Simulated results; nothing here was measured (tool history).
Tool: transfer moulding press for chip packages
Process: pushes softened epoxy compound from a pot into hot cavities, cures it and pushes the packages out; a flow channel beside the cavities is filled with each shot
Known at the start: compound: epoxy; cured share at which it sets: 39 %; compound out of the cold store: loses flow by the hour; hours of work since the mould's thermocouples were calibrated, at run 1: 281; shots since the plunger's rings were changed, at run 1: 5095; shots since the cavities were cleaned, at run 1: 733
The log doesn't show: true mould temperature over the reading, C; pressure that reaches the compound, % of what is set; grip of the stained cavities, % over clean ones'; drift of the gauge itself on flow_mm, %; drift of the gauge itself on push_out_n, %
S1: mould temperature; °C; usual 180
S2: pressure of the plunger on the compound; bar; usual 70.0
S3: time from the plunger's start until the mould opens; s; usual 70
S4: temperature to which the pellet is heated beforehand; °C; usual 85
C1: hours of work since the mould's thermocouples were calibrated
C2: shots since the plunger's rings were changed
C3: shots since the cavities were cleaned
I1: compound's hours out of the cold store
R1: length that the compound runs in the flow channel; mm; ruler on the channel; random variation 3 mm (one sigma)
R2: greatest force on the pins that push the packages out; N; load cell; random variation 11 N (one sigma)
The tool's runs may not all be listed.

run	hour	S1	S2	S3	S4	C1	C2	C3	I1	R1	R2
1	0.0	180	70.0	70	85	281	5095	733	40.1	559	887
# hour 18.7: cavities cleaned with cleaning compound and waxed
# hour 24.9: plunger's sealing rings changed
2	29.3	180	70.0	70	85	300	91	169	30.2	627	721
3	49.2	180	70.0	70	85	316	509	587	12.6	657	887
# hour 55.9: mould's thermocouples calibrated
# hour 76.7: cavities cleaned with cleaning compound and waxed
4	76.7	180	70.0	70	85	15	1014	0	15.2	650	543
5	96.9	180	70.0	70	85	31	1437	423	12.6	650	827
6	124.1	186	59.7	70	79	52	2010	996	44.8	534	784
# hour 131.1: cavities cleaned with cleaning compound and waxed
7	149.1	186	59.7	70	79	71	2505	379	19.2	566	680
8	172.4	184	59.7	53	80	89	2993	867	15.8	572	1347
# hour 185.2: cavities cleaned with cleaning compound and waxed
9	185.7	184	78.3	71	81	98	3241	11	10.7	671	495
10	208.4	184	78.3	71	81	116	3719	489	36.0	608	724

4 ways to go on from here, each from the tool as it stands after run 10. What would each give?
A	220.0	173	70.0	70	85	125	3962	732	13.9	?	?
B	220.0	184	75.4	71	93	125	3962	732	19.7	?	?
C	220.0	173	70.0	60	85	125	3962	732	11.0	?	?
D	220.0	180	70.0	85	85	125	3962	732	37.0	?	?

run	R1	R2
A	638	1379
B	623	779
C	642	2114
D	576	733
Without the tool's hidden state the same runs would have given:
run	R1	R2
A	680	828
B	665	476
C	685	1270
D	614	446

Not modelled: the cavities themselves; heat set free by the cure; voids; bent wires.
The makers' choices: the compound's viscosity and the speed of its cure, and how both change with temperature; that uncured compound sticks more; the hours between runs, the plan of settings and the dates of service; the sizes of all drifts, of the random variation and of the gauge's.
